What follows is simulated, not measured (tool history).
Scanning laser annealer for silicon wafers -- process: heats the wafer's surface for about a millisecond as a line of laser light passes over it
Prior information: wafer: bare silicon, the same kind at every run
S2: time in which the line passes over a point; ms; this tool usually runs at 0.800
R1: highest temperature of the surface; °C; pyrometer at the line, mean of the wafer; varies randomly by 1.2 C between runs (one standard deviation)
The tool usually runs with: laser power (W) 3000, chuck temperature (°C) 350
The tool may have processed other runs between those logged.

{"run": 1, "hour": 0.0, "laser power (W)": 3000, "S2": 0.8, "chuck temperature (°C)": 350, "R1": 1186}
{"run": 2, "hour": 21.5, "laser power (W)": 3000, "S2": 0.851, "chuck temperature (°C)": 350, "R1": 1211}
{"run": 3, "hour": 50.6, "laser power (W)": 3000, "S2": 0.8, "chuck temperature (°C)": 350, "R1": 1185}
{"run": 4, "hour": 95.0, "laser power (W)": 3000, "S2": 0.8, "chuck temperature (°C)": 350, "R1": 1184}
{"run": 5, "hour": 137.6, "laser power (W)": 3000, "S2": 0.8, "chuck temperature (°C)": 350, "R1": 1184}
{"run": 6, "hour": 159.3, "laser power (W)": 3000, "S2": 0.8, "chuck temperature (°C)": 350, "R1": 1185}
{"run": 7, "hour": 194.1, "laser power (W)": 3000, "S2": 0.8, "chuck temperature (°C)": 350, "R1": 1186}
{"run": 8, "hour": 225.0, "laser power (W)": 3000, "S2": 0.8, "chuck temperature (°C)": 350, "R1": 1187}
{"run": 9, "hour": 257.1, "laser power (W)": 3000, "S2": 0.8, "chuck temperature (°C)": 350, "R1": 1187}
{"run": 10, "hour": 290.1, "laser power (W)": 3000, "S2": 0.991, "chuck temperature (°C)": 350, "R1": 1284}
{"run": 11, "hour": 309.3, "laser power (W)": 2868, "S2": 0.73, "chuck temperature (°C)": 372, "R1": 1124}
{"run": 12, "hour": 345.7, "laser power (W)": 2573, "S2": 0.714, "chuck temperature (°C)": 349, "R1": 997}
{"run": 13, "hour": 388.5, "laser power (W)": 3000, "S2": 0.87, "chuck temperature (°C)": 350, "R1": 1221}
{"run": 14, "hour": 429.7, "laser power (W)": 3000, "S2": 0.717, "chuck temperature (°C)": 315, "R1": 1105}
{"run": 15, "hour": 473.7, "laser power (W)": 2826, "S2": 0.571, "chuck temperature (°C)": 320, "R1": 971}
{"run": 16, "hour": 494.1, "laser power (W)": 2623, "S2": 0.998, "chuck temperature (°C)": 358, "R1": 1147}
{"run": 17, "hour": 518.5, "laser power (W)": 2623, "S2": 0.998, "chuck temperature (°C)": 358, "R1": 1146}
{"run": 18, "hour": 562.4, "laser power (W)": 3000, "S2": 0.981, "chuck temperature (°C)": 350, "R1": 1277}
{"run": 19, "hour": 604.1, "laser power (W)": 3000, "S2": 0.981, "chuck temperature (°C)": 350, "R1": 1281}

Predict each of these 4 candidate next runs independently; none follows another, all start after run 19:
{"run": "A", "hour": 632.1, "laser power (W)": 2629, "S2": 0.981, "chuck temperature (°C)": 350, "R1": "?"}
{"run": "B", "hour": 632.1, "laser power (W)": 3000, "S2": 0.742, "chuck temperature (°C)": 350, "R1": "?"}
{"run": "C", "hour": 632.1, "laser power (W)": 3000, "S2": 0.699, "chuck temperature (°C)": 331, "R1": "?"}
{"run": "D", "hour": 632.1, "laser power (W)": 3000, "S2": 0.918, "chuck temperature (°C)": 323, "R1": "?"}

run=A R1=1131
run=B R1=1155
run=C R1=1112
run=D R1=1220
The same runs, with their run-to-run variation unchanged, on a tool lacking any hidden condition would have given:
run=A R1=1132
run=B R1=1156
run=C R1=1113
run=D R1=1221

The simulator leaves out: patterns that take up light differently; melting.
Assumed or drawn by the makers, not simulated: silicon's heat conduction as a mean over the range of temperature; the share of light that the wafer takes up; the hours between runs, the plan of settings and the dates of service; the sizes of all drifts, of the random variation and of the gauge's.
